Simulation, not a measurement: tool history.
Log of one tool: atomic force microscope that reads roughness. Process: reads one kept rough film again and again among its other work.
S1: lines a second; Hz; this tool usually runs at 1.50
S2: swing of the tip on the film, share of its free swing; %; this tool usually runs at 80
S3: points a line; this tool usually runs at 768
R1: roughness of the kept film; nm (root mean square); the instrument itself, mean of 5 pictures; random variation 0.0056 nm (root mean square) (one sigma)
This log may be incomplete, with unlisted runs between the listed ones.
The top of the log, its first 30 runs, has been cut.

Run 31, hour 1145.0: usual settings but S1 0.80 Hz, S2 56 %, S3 1008. Result: R1 1.054 nm (root mean square).
Run 32, hour 1182.6: usual settings but S2 72 %. Result: R1 0.953 nm (root mean square).
Run 33, hour 1217.1: usual settings but S1 3.46 Hz, S2 67 %, S3 901. Result: R1 0.871 nm (root mean square).
At hour 1256.3: new tip fitted.
Run 34, hour 1261.4: usual settings but S2 60 %. Result: R1 1.079 nm (root mean square).
Run 35, hour 1304.2: usual settings but S2 60 %. Result: R1 1.052 nm (root mean square).
Run 36, hour 1355.5: usual settings but S1 0.61 Hz, S2 73 %, S3 579. Result: R1 1.035 nm (root mean square).
Run 37, hour 1401.8: usual settings but S2 89 %, S3 826. Result: R1 0.845 nm (root mean square).
Run 38, hour 1438.9: usual settings but S1 0.79 Hz, S2 66 %, S3 718. Result: R1 1.022 nm (root mean square).
Run 39, hour 1488.4: usual settings but S1 3.43 Hz, S3 960. Result: R1 0.744 nm (root mean square).
At hour 1506.9: new tip fitted.
Run 40, hour 1530.5: usual settings but S1 2.46 Hz, S2 58 %, S3 315. Result: R1 1.027 nm (root mean square).
Run 41, hour 1552.7: usual settings but S1 1.82 Hz, S3 351. Result: R1 0.905 nm (root mean square).
Run 42, hour 1574.5: usual settings but S1 1.82 Hz, S3 351. Result: R1 0.905 nm (root mean square).
Run 43, hour 1612.9: usual settings but S1 1.82 Hz, S3 351. Result: R1 0.890 nm (root mean square).
Run 44, hour 1657.7: usual settings but S1 3.26 Hz, S2 67 %, S3 266. Result: R1 0.877 nm (root mean square).
Run 45, hour 1699.6: usual settings but S1 3.26 Hz, S2 67 %, S3 266. Result: R1 0.858 nm (root mean square).
Run 46, hour 1748.4: usual settings but S1 2.12 Hz. Result: R1 0.823 nm (root mean square).
At hour 1758.3: new tip fitted.
Run 47, hour 1772.0: usual settings but S1 0.69 Hz, S2 79 %, S3 770. Result: R1 1.057 nm (root mean square).
Run 48, hour 1816.1: usual settings but S1 1.84 Hz, S2 64 %, S3 770. Result: R1 1.019 nm (root mean square).
Run 49, hour 1865.3: usual settings but S1 1.84 Hz, S2 64 %, S3 770. Result: R1 0.996 nm (root mean square).
Run 50, hour 1912.7: usual settings but S1 2.23 Hz, S2 74 %, S3 584. Result: R1 0.896 nm (root mean square).

Run 51 is up next; what results do you expect?
Run 51, hour 1964.2: usual settings but S1 2.23 Hz, S2 74 %, S3 584. Result: R1 ?.

{"run 51": {"R1": 0.877}}
Minus the tool's unlogged condition, the same run would have read R1 0.955 nm (root mean square).
